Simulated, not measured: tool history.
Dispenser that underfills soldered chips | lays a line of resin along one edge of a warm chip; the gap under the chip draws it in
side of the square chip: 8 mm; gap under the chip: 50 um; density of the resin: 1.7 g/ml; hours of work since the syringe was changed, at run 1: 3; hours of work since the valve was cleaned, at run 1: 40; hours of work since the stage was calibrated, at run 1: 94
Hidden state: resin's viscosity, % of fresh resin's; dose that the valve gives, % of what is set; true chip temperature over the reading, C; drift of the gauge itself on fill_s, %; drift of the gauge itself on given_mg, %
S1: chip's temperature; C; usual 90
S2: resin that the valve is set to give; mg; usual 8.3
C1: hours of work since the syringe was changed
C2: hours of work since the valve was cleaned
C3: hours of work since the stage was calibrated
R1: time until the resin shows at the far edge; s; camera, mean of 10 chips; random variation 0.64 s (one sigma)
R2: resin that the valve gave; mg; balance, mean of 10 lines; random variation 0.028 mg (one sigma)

run,hour,S1,S2,C1,C2,C3,R1,R2
1,0,90,8.3,3,40,94,70.6,8.14
# hour 5.3: new syringe of resin
2,10.7,90,8.3,3,46,101,75.1,8.12
# hour 15.4: new syringe of resin
3,22.6,90,8.3,4,54,108,82.4,8.08
# hour 25.4: new syringe of resin
4,34.6,90,9.72,6,61,115,83.6,9.51
# hour 35.9: new syringe of resin
# hour 46.2: new syringe of resin
5,46.3,90,9.72,0,68,122,59.5,9.4
# hour 56.6: new syringe of resin
6,56.7,90,9.72,0,74,129,57,9.36
# hour 66.6: new syringe of resin
7,67.7,90,9.72,1,81,135,59.8,9.38
# hour 76.1: new syringe of resin
8,77.8,90,9.72,1,87,141,61.8,9.3
# hour 86.4: new syringe of resin
9,88.1,90,9.72,1,93,147,61.6,9.23
# hour 96.3: new syringe of resin
10,101.5,90,9.72,3,101,156,72.2,9.29
# hour 105.9: new syringe of resin
11,109.1,90,7.91,2,106,160,68.2,7.5
# hour 113.7: dispensing valve cleaned and set on the balance
# hour 116.8: new syringe of resin
12,120,79,8.3,2,4,166,98.8,8.28
# hour 126.5: new syringe of resin
13,132.8,79,8.3,4,12,174,114.8,8.27
# hour 136.5: new syringe of resin
# hour 146.8: new syringe of resin
14,147.1,79,8.3,0,20,182,87.3,8.29
# hour 156.9: new syringe of resin
15,158.7,90,7.79,1,27,189,64.6,7.71
# hour 167: new syringe of resin
16,170.5,90,7.79,2,34,197,71.7,7.66
# hour 176.8: new syringe of resin
17,176.8,90,7.79,0,38,200,58.7,7.72
# hour 186.4: new syringe of resin
18,186.4,90,7.79,0,44,206,57.4,7.66
# hour 196.2: new syringe of resin
19,196.2,79,8.3,0,50,212,86.1,8.16
# hour 206.3: new syringe of resin
20,206.5,99,9.77,0,56,218,42.4,9.57
# hour 215.9: new syringe of resin
21,218.2,99,9.77,1,63,225,47.3,9.54
# hour 225.7: new syringe of resin
22,230.2,99,7.26,3,70,233,54.4,7.08
# hour 235.3: new syringe of resin
23,244.2,90,7.26,6,79,241,89.2,7.05
# hour 245.1: new syringe of resin
24,251.1,84,7.42,4,83,245,99.5,7.17
# hour 255: new syringe of resin
25,258.9,78,8.21,2,88,250,107.5,7.9
# hour 265.2: new syringe of resin
26,267.2,96,8.3,1,93,255,53.5,8.01
27,272.8,100,10.36,5,96,258,58.8,9.9
# hour 274.8: new syringe of resin
# hour 284.9: new syringe of resin
28,284.9,98,8.3,0,103,266,44.3,7.94
29,291.3,98,8.3,4,107,270,60.1,7.89
# hour 293.7: dispensing valve cleaned and set on the balance
# hour 295.7: new syringe of resin
30,299.6,85,10.06,2,3,274,83.7,10.08
# hour 305.3: new syringe of resin
31,312.4,85,10.06,4,11,282,91.8,10.03
# hour 315.8: new syringe of resin
32,320.7,85,10.06,3,16,287,88.9,10.06
# hour 325.9: new syringe of resin
33,330.4,85,10.06,3,22,293,85,9.92
# hour 335.9: new syringe of resin
34,337.9,85,10.06,1,27,297,76.6,9.94
35,343.5,85,7.78,5,30,300,100.2,7.66

Forecast each of these 3 alternatives for the next run:
# hour 345.5: new syringe of resin
# hour 355.2: new syringe of resin
A,355.2,85,8.66,0,37,307,?,?
# hour 345.5: new syringe of resin
# hour 355.2: new syringe of resin
B,355.2,76,9.88,0,37,307,?,?
# hour 345.5: new syringe of resin
# hour 355.2: new syringe of resin
C,355.2,86,8.88,0,37,307,?,?

run,R1,R2
A,68.9,8.54
B,94.5,9.75
C,68.2,8.77
Without the tool's hidden state the same runs would have given:
run,R1,R2
A,66.5,8.66
B,91.2,9.9
C,65.9,8.9

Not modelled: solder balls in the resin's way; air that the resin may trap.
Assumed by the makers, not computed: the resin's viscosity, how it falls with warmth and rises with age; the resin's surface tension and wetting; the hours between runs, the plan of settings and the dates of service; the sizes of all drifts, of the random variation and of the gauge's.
